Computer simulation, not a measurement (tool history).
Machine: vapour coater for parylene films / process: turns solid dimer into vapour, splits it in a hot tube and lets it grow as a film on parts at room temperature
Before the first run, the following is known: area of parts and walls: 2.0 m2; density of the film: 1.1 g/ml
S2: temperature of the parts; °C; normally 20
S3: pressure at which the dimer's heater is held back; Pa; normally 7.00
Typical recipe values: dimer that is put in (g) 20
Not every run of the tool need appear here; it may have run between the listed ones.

Run 1, hour 0.0: usual settings. Result: thickness of the film (nm) 4780.
At hour 7.5: trap's valve overhauled.
Run 2, hour 59.0: usual settings. Result: thickness of the film (nm) 4270.
At hour 112.6: trap's valve overhauled, once more.
Run 3, hour 112.6: usual settings. Result: thickness of the film (nm) 5530.
Run 4, hour 152.6: usual settings. Result: thickness of the film (nm) 5530.
Run 5, hour 181.2: usual settings. Result: thickness of the film (nm) 5420.
Run 6, hour 220.8: usual settings. Result: thickness of the film (nm) 5350.
Run 7, hour 264.1: usual settings. Result: thickness of the film (nm) 5350.
Run 8, hour 308.8: usual settings. Result: thickness of the film (nm) 5350.
Run 9, hour 346.0: usual settings. Result: thickness of the film (nm) 5330.
Run 10, hour 386.2: usual settings. Result: thickness of the film (nm) 5300.
Run 11, hour 440.8: usual settings but dimer that is put in (g) 12, S3 9.66 Pa. Result: thickness of the film (nm) 2940.
Run 12, hour 477.6: usual settings but dimer that is put in (g) 12, S3 9.66 Pa. Result: thickness of the film (nm) 2900.
Run 13, hour 522.3: usual settings but dimer that is put in (g) 21, S2 30 °C, S3 5.83 Pa. Result: thickness of the film (nm) 4240.
Run 14, hour 577.8: usual settings but dimer that is put in (g) 8, S2 21 °C, S3 2.87 Pa. Result: thickness of the film (nm) 2330.

Alternative continuations, all from the tool just after run 14; predict every row:
Run A, hour 604.1: usual settings but dimer that is put in (g) 31. Result: thickness of the film (nm) ?.
Run B, hour 604.1: usual settings but S2 21 °C, S3 6.86 Pa. Result: thickness of the film (nm) ?.
Run C, hour 604.1: usual settings but dimer that is put in (g) 29, S2 23 °C, S3 6.95 Pa. Result: thickness of the film (nm) ?.
Run D, hour 604.1: usual settings but dimer that is put in (g) 30, S2 29 °C, S3 9.70 Pa. Result: thickness of the film (nm) ?.

run  thickness of the film (nm)
  A                        7610
  B                        4860
  C                        6670
  D                        5560
Had the tool no hidden state, the same runs would have come out as:
run  thickness of the film (nm)
  A                        8420
  B                        5380
  C                        7380
  D                        6150

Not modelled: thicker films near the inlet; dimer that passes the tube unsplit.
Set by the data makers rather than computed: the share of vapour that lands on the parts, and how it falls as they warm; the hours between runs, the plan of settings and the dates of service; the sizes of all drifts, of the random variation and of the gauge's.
